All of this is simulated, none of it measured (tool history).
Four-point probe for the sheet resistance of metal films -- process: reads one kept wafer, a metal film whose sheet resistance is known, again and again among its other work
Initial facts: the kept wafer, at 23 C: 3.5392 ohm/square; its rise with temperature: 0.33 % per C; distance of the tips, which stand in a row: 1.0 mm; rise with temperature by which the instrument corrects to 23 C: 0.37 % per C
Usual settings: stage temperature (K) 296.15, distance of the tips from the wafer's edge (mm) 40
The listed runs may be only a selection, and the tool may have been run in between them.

| run | hour | stage temperature (K) | distance of the tips from the wafer's edge (mm) | sheet resistance as the instrument gives it (ohm/square) |
|---|---|---|---|---|
| 1 | 0 | 296.15 | 40 | 3.55795 |
| 2 | 39 | 296.15 | 40 | 3.555501 |
| 3 | 76.4 | 296.15 | 40 | 3.556846 |
| 4 | 104.1 | 296.15 | 40 | 3.556224 |
| 5 | 131.5 | 296.15 | 40 | 3.556236 |
| 6 | 172.7 | 296.15 | 40 | 3.555322 |
| 7 | 196.6 | 296.15 | 31 | 3.556605 |
| 8 | 216.6 | 296.15 | 31 | 3.555612 |
| 9 | 236.4 | 296.15 | 15 | 3.564552 |
| 10 | 280.3 | 296.15 | 40 | 3.556222 |
| 11 | 324.3 | 296.15 | 40 | 3.554684 |
| 12 | 363.1 | 296.15 | 40 | 3.55456 |
| 13 | 392.3 | 296.15 | 19 | 3.560383 |
| 14 | 420 | 296.15 | 19 | 3.55952 |
| 15 | 459.3 | 296.15 | 19 | 3.556736 |
| 16 | 485.8 | 296.15 | 19 | 3.559011 |
| 17 | 526.9 | 305.15 | 13 | 3.551258 |
| 18 | 550.2 | 303.15 | 15 | 3.551079 |
| 19 | 589.9 | 295.15 | 6 | 3.606204 |
| 20 | 625 | 296.15 | 5 | 3.628656 |
| 21 | 656.3 | 296.15 | 5 | 3.628164 |
| 22 | 688.9 | 296.15 | 5 | 3.62777 |
| 23 | 709.1 | 304.15 | 8 | 3.570993 |
| 24 | 747 | 302.15 | 22 | 3.547702 |
| 25 | 767.8 | 304.15 | 15 | 3.548881 |
| 26 | 805.9 | 296.15 | 15 | 3.560472 |
| 27 | 837.1 | 296.15 | 15 | 3.559929 |
| 28 | 856.8 | 296.15 | 27 | 3.554786 |
| 29 | 898.1 | 296.15 | 6 | 3.604524 |
| 30 | 931 | 291.15 | 5 | 3.633922 |
| 31 | 950.1 | 291.15 | 5 | 3.631775 |

Difference, measured minus no-hidden-state, one row per run. Run-to-run variation is common to both terms; the gauge's own scatter need not be:
Hidden conditions of the tool in this case: inner tips' distance over the nominal, %; tips' flats over new ones', %; wafer's true temperature over the reading, C; drift of the gauge itself on sheet_ohm, %.
| run | sheet resistance as the instrument gives it (ohm/square) |
|---|---|
| 1 | +0.016557 |
| 2 | +0.016351 |
| 3 | +0.016176 |
| 4 | +0.01603 |
| 5 | +0.015884 |
| 6 | +0.015673 |
| 7 | +0.015545 |
| 8 | +0.015446 |
| 9 | +0.015393 |
| 10 | +0.015147 |
| 11 | +0.014915 |
| 12 | +0.014732 |
| 13 | +0.014594 |
| 14 | +0.014456 |
| 15 | +0.014273 |
| 16 | +0.014172 |
| 17 | +0.0139 |
| 18 | +0.013797 |
| 19 | +0.013819 |
| 20 | +0.013712 |
| 21 | +0.013553 |
| 22 | +0.013402 |
| 23 | +0.013086 |
| 24 | +0.012823 |
| 25 | +0.012709 |
| 26 | +0.012583 |
| 27 | +0.012407 |
| 28 | +0.01229 |
| 29 | +0.012273 |
| 30 | +0.012219 |
| 31 | +0.012114 |

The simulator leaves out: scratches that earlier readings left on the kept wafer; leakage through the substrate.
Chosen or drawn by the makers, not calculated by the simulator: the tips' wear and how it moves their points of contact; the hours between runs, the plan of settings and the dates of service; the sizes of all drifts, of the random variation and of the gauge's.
